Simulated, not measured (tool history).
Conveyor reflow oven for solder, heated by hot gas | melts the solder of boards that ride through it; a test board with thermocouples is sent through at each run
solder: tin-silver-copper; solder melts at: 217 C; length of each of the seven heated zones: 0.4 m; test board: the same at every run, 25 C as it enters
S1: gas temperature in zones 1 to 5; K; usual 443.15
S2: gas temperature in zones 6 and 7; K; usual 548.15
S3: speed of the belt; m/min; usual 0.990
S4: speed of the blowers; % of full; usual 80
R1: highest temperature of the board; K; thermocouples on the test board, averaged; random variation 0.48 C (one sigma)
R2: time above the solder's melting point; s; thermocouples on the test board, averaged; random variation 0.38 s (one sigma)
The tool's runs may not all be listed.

run,hour,S1,S2,S3,S4,R1,R2
1,0.0,443.15,548.15,0.990,80,529.25,37.6
# hour 55.7: thermocouples of zones 6 and 7 changed
2,84.2,443.15,548.15,0.990,80,529.95,38.0
3,164.3,443.15,548.15,0.990,80,529.95,36.9
4,239.0,443.15,548.15,0.990,80,528.35,37.5
5,337.3,443.15,548.15,0.990,80,527.55,36.9
6,430.4,443.15,548.15,1.153,80,521.65,28.4
# hour 469.9: belt drive overhauled, speed set with a stopwatch
7,514.1,443.15,548.15,1.153,80,520.45,27.4
# hour 532.8: flux residue cleaned out of gas plates and filters
8,580.7,432.15,548.15,0.990,80,528.55,35.8
9,646.6,432.15,548.15,0.990,80,528.15,34.1
# hour 713.0: belt drive overhauled, speed set with a stopwatch, once more
10,734.6,432.15,548.15,0.990,80,526.45,32.8
11,825.4,432.15,548.15,0.990,80,526.05,33.3
12,926.5,443.15,548.15,0.990,80,526.75,35.8
# hour 933.9: thermocouples of zones 6 and 7 changed
13,987.4,443.15,548.15,0.990,80,527.95,35.7
14,1049.7,443.15,548.15,0.990,80,526.75,35.4
# hour 1092.2: flux residue cleaned out of gas plates and filters
15,1151.2,446.15,542.15,0.812,80,531.65,48.1
16,1201.3,450.15,542.15,1.020,80,524.85,35.3
17,1298.1,450.15,542.15,0.871,75,528.65,44.2
18,1377.6,456.15,542.15,1.089,75,521.25,32.9
19,1476.4,456.15,542.15,1.089,75,520.55,32.2
20,1526.5,443.15,550.15,0.990,80,528.85,36.0
21,1568.2,443.15,550.15,0.990,80,528.35,36.9
22,1631.7,436.15,550.15,1.140,87,521.95,26.6
# hour 1644.7: flux residue cleaned out of gas plates and filters
23,1709.0,432.15,546.15,1.103,64,518.25,26.1

Forecast run 24:
24,1802.1,452.15,548.15,0.990,80,?,?

{"run 24": {"R1": 530.75, "R2": 39.9}}
Without the tool's hidden state the same run would have given R1 533.55 K, R2 40.7 s.
